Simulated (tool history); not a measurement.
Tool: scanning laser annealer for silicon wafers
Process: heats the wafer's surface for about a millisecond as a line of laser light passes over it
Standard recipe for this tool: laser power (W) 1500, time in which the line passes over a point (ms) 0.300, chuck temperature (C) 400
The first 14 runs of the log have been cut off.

run	hour	laser power (W)	time in which the line passes over a point (ms)	chuck temperature (C)	highest temperature of the surface (C)
15	277.4	1500	0.377	400	1268
16	297.4	1461	0.296	382	1120
17	318.9	1500	0.295	424	1186
18	345.1	1500	0.295	424	1189
19	358.6	1500	0.295	424	1189
20	377.2	1500	0.295	424	1185
21	398.1	1616	0.215	373	1078
22	424.1	1464	0.337	378	1171
23	444.1	1392	0.290	373	1065
24	455.2	1585	0.214	403	1088
25	473.4	1585	0.214	403	1088
26	498.8	1385	0.303	400	1103
27	519.8	1385	0.303	400	1102
28	531.1	1385	0.243	435	1060
29	543.1	1440	0.217	436	1051
30	558.1	1500	0.347	405	1234

Predict each of these 4 candidate next runs independently; none follows another, all start after run 30:
A	571.2	1380	0.214	410	?
B	571.2	1445	0.276	431	?
C	571.2	1500	0.358	429	?
D	571.2	1500	0.375	375	?

run	highest temperature of the surface (C)
A	994
B	1134
C	1270
D	1235
What these runs would have given with no unlogged condition in the tool:
run	highest temperature of the surface (C)
A	994
B	1135
C	1271
D	1236
